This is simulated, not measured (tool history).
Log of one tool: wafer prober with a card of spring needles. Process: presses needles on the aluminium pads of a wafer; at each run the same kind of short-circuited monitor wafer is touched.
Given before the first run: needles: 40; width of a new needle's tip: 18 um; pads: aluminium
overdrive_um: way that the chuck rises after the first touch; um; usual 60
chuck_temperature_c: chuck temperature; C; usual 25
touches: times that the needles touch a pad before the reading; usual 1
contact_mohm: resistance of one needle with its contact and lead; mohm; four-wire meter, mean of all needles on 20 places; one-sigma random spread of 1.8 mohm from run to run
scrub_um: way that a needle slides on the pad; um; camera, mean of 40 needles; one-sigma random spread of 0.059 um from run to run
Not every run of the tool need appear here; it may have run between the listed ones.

run   hour  overdrive_um  chuck_temperature_c  touches  contact_mohm  scrub_um
  1    0.0            60                   25        1           183     16.21
  2    9.9            60                   25        1           214     16.32
      11.7  -- tips cleaned on abrasive film
      23.6  -- tips cleaned on abrasive film
  3   31.4            60                   25        1           208     16.22
      36.7  -- tips cleaned on abrasive film
  4   44.3            60                   25        1           208     16.21
      48.8  -- tips cleaned on abrasive film
      61.0  -- tips cleaned on abrasive film
  5   61.0            68                   25        1           185     18.44
      73.3  -- tips cleaned on abrasive film
  6   77.4            51                   25        1           207     13.73
      86.0  -- tips cleaned on abrasive film
  7   89.6            51                   25        1           207     13.55
      98.5  -- tips cleaned on abrasive film
  8  108.0            51                   39        1           229     13.59
     110.4  -- tips cleaned on abrasive film
     121.9  -- tips cleaned on abrasive film
  9  122.3            51                   39        1           192     13.48
     134.8  -- tips cleaned on abrasive film
 10  135.7            60                   25        1           189     16.03
     146.3  -- tips cleaned on abrasive film
 11  154.8            60                   25        1           214     16.02
     158.0  -- tips cleaned on abrasive film
 12  164.5            60                   25        1           207     15.95
     170.8  -- tips cleaned on abrasive film
     182.2  -- tips cleaned on abrasive film
 13  183.4            60                   41        1           192     15.73
     194.7  -- tips cleaned on abrasive film
 14  203.4            60                   41        1           220     15.87
     207.4  -- tips cleaned on abrasive film
 15  217.1            60                   25        1           217     15.78
     219.1  -- tips cleaned on abrasive film
 16  226.3            60                   25        1           213     15.72
     231.7  -- tips cleaned on abrasive film
     243.1  -- tips cleaned on abrasive film
 17  243.4            59                   25        1           186     15.47
     255.1  -- tips cleaned on abrasive film
 18  262.7            78                   78        2           199     20.57
     267.4  -- tips cleaned on abrasive film
     279.0  -- tips cleaned on abrasive film
 19  283.0            50                  108        1           233     12.89
     290.6  -- tips cleaned on abrasive film
 20  292.6            50                  108        1           223     12.90
     302.8  -- tips cleaned on abrasive film
 21  311.2            50                  108        1           246     12.87
     314.3  -- tips cleaned on abrasive film
 22  321.7            46                   42        1           243     11.79
     327.3  -- tips cleaned on abrasive film
     338.7  -- tips cleaned on abrasive film
 23  340.4            70                   25        2           186     18.34
     350.6  -- tips cleaned on abrasive film
 24  350.6            70                   25        2           183     18.21
     363.3  -- tips cleaned on abrasive film
 25  363.6            72                   25        1           181     18.97
     375.3  -- tips cleaned on abrasive film
 26  383.0            72                   25        1           203     18.86
     387.4  -- tips cleaned on abrasive film
     399.2  -- tips cleaned on abrasive film
 27  400.2            72                   25        1           183     18.76
 28  409.5            71                   30        1           209     18.48
     410.9  -- tips cleaned on abrasive film
     423.0  -- tips cleaned on abrasive film
 29  430.9            60                   52        3           204     15.35
     435.0  -- tips cleaned on abrasive film
     446.6  -- tips cleaned on abrasive film
 30  446.7            41                   25        2           201     10.07
     458.1  -- tips cleaned on abrasive film
 31  463.6            69                   75        2           206     17.66
     470.5  -- tips cleaned on abrasive film
 32  476.4            67                   75        1           216     17.12
     483.0  -- tips cleaned on abrasive film
 33  491.6            67                  112        1           229     17.11

Branching from run 33: 3 alternative next runs. What would each branch give?
     494.4  -- tips cleaned on abrasive film
     496.3  -- height of the first contact set anew
     507.1  -- tips cleaned on abrasive film
  A  507.1            42                   32        1             ?         ?
     494.4  -- tips cleaned on abrasive film
     496.3  -- height of the first contact set anew
     507.1  -- tips cleaned on abrasive film
  B  507.1            46                  112        1             ?         ?
     494.4  -- tips cleaned on abrasive film
     496.3  -- height of the first contact set anew
     507.1  -- tips cleaned on abrasive film
  C  507.1            46                   56        2             ?         ?

run  contact_mohm  scrub_um
  A           195     11.55
  B           209     12.64
  C           193     12.67
What these runs would have given with no unlogged condition in the tool:
run  contact_mohm  scrub_um
  A           190     11.57
  B           205     12.66
  C           190     12.69
